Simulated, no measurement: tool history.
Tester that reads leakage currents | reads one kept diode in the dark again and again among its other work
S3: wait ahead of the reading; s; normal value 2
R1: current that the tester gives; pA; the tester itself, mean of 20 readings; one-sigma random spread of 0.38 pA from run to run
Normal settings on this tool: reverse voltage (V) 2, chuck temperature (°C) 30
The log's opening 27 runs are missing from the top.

Run 28, hour 620.1: usual settings but reverse voltage (V) 19.3, chuck temperature (°C) 28, S3 0.53 s. Result: R1 265.97 pA.
Run 29, hour 651.3: usual settings but chuck temperature (°C) 24, S3 1.5 s. Result: R1 76.05 pA.
Run 30, hour 669.1: usual settings but chuck temperature (°C) 26, S3 4.53 s. Result: R1 89.51 pA.
Run 31, hour 688.4: usual settings but reverse voltage (V) 7.22, chuck temperature (°C) 25, S3 4.53 s. Result: R1 139.14 pA.
Run 32, hour 717.1: usual settings but chuck temperature (°C) 24. Result: R1 76.18 pA.
Run 33, hour 747.5: usual settings but reverse voltage (V) 9.96, S3 5.28 s. Result: R1 236.93 pA.
Run 34, hour 770: usual settings but reverse voltage (V) 9.96, S3 5.28 s. Result: R1 237.9 pA.
Run 35, hour 786.1: usual settings but reverse voltage (V) 4.34, chuck temperature (°C) 55, S3 3.24 s. Result: R1 1088.29 pA.
Run 36, hour 811.8: usual settings but chuck temperature (°C) 32, S3 2.87 s. Result: R1 145.38 pA.

Branching from run 36: 5 alternative next runs. What would each branch give?
Run A, hour 844.1: usual settings but reverse voltage (V) 7.87, chuck temperature (°C) 31, S3 4.27 s. Result: R1 ?.
Run B, hour 844.1: usual settings but chuck temperature (°C) 32, S3 8.42 s. Result: R1 ?.
Run C, hour 844.1: usual settings but reverse voltage (V) 4.92, chuck temperature (°C) 38, S3 2.82 s. Result: R1 ?.
Run D, hour 844.1: usual settings but reverse voltage (V) 2.61, chuck temperature (°C) 26, S3 2.02 s. Result: R1 ?.
Run E, hour 844.1: usual settings but chuck temperature (°C) 23, S3 0.75 s. Result: R1 ?.

run      R1
  A  233.49
  B  146.04
  C  333.56
  D   99.87
  E   69.65
What these runs would have given with no unlogged condition in the tool:
run      R1
  A  233.33
  B  145.94
  C  333.34
  D    99.8
  E    69.6
